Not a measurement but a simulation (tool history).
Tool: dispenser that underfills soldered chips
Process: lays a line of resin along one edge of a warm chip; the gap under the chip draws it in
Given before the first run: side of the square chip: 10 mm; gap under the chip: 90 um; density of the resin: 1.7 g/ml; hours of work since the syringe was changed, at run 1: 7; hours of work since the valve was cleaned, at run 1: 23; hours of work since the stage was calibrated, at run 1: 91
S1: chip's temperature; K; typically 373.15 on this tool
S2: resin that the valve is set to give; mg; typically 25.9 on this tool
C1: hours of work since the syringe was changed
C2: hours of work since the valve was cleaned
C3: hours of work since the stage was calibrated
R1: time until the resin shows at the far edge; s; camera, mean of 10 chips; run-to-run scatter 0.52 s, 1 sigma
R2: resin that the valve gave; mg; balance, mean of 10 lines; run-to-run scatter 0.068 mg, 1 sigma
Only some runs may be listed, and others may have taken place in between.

run,day,S1,S2,C1,C2,C3,R1,R2
1,0.000,373.15,25.9,7,23,91,67.2,25.83
# day 0.225: new syringe of resin
2,0.288,373.15,25.9,1,28,96,44.9,25.75
3,0.717,373.15,25.9,9,35,103,70.9,25.69
# day 0.871: new syringe of resin
4,1.158,373.15,25.9,5,43,111,56.1,25.56
5,1.392,373.15,25.9,9,47,115,73.6,25.46
# day 1.504: new syringe of resin
6,1.771,372.15,32.2,5,53,121,56.5,31.69
# day 2.038: dispensing valve cleaned and set on the balance
7,2.129,387.15,30.7,10,2,127,52.6,30.67
# day 2.162: new syringe of resin
8,2.517,373.15,26.8,6,8,133,61.3,26.70
# day 2.779: new syringe of resin
9,2.800,378.15,22.4,0,13,138,37.4,22.43
10,3.038,378.15,29.7,4,17,142,48.0,29.42

Forecast each of these 3 alternatives for the next run:
A,3.250,379.15,28.3,8,21,146,?,?
B,3.250,373.15,30.0,8,21,146,?,?
C,3.250,371.15,24.3,8,21,146,?,?

run,R1,R2
A,58.5,28.07
B,67.3,29.81
C,73.7,24.26
With the hidden condition removed and each run's random variation left untouched, the same runs would have given:
run,R1,R2
A,36.6,28.25
B,42.1,30.00
C,45.9,24.41

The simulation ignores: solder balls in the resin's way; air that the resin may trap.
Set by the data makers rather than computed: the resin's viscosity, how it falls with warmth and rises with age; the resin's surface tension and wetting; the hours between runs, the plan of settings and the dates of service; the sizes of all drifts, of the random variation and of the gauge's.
